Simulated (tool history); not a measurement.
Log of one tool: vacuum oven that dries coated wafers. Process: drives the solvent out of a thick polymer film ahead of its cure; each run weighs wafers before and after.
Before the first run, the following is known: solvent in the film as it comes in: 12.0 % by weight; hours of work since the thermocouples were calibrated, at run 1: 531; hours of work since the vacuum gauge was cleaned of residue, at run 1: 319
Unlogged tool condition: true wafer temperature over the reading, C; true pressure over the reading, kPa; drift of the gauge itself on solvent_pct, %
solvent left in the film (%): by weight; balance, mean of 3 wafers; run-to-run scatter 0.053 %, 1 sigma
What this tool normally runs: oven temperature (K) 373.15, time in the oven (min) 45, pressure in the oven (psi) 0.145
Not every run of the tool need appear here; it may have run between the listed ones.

| run | hour | oven temperature (K) | time in the oven (min) | pressure in the oven (psi) | hours of work since the thermocouples were calibrated | hours of work since the vacuum gauge was cleaned of residue | solvent left in the film (%) |
|---|---|---|---|---|---|---|---|
| 1 | 0 | 373.15 | 45 | 0.145 | 531 | 319 | 1.93 |
| 2 | 33 | 373.15 | 45 | 0.564 | 552 | 340 | 6.04 |
| 3 | 62.8 | 373.15 | 45 | 0.209 | 570 | 358 | 2.52 |
| 4 | 83.9 | 373.15 | 45 | 0.145 | 583 | 372 | 1.91 |
| 5 | 123.1 | 373.15 | 45 | 0.145 | 608 | 396 | 1.95 |
| 6 | 162.9 | 373.15 | 45 | 0.145 | 632 | 421 | 1.95 |
| 7 | 210.6 | 373.15 | 45 | 0.145 | 662 | 450 | 1.92 |
| 8 | 241.2 | 373.15 | 45 | 0.145 | 681 | 469 | 1.97 |
| 9 | 290 | 373.15 | 45 | 0.145 | 712 | 500 | 2.04 |
| 10 | 329.4 | 373.15 | 45 | 0.145 | 736 | 524 | 2.06 |
| 11 | 349.9 | 375.15 | 45 | 0.145 | 749 | 537 | 1.79 |
| 12 | 390.7 | 363.15 | 45 | 0.18 | 774 | 563 | 3.96 |
| 13 | 427.8 | 384.15 | 45 | 0.155 | 797 | 586 | 1.27 |
| 14 | 466.1 | 384.15 | 45 | 0.155 | 821 | 609 | 1.31 |
| 15 | 498.4 | 384.15 | 45 | 0.155 | 841 | 630 | 1.27 |
| 16 | 529.2 | 384.15 | 45 | 0.422 | 860 | 649 | 3.24 |
| 17 | 559.5 | 369.15 | 27 | 0.374 | 879 | 668 | 5.92 |
| 18 | 589.7 | 367.15 | 27 | 0.374 | 898 | 686 | 6.59 |
|  | 618 | oven's thermocouples calibrated |
| 19 | 623.1 | 367.15 | 27 | 0.155 | 3 | 706 | 3.67 |
| 20 | 665.1 | 367.15 | 27 | 0.155 | 29 | 732 | 3.74 |
| 21 | 714.5 | 367.15 | 27 | 0.29 | 60 | 763 | 5.04 |

Predict each of these 5 candidate next runs independently; none follows another, all start after run 21:
| A | 761.2 | 381.15 | 62 | 0.508 | 89 | 792 | ? |
| B | 761.2 | 374.15 | 24 | 0.112 | 89 | 792 | ? |
| C | 761.2 | 371.15 | 29 | 0.294 | 89 | 792 | ? |
| D | 761.2 | 366.15 | 27 | 0.239 | 89 | 792 | ? |
| E | 761.2 | 359.15 | 27 | 0.323 | 89 | 792 | ? |

| run | solvent left in the film (%) |
|---|---|
| A | 3.85 |
| B | 2.59 |
| C | 4.3 |
| D | 4.75 |
| E | 7.26 |
Take away the tool's hidden state, keep each run's random variation, and the runs would have read:
| run | solvent left in the film (%) |
|---|---|
| A | 3.74 |
| B | 2.46 |
| C | 4.15 |
| D | 4.59 |
| E | 7.07 |
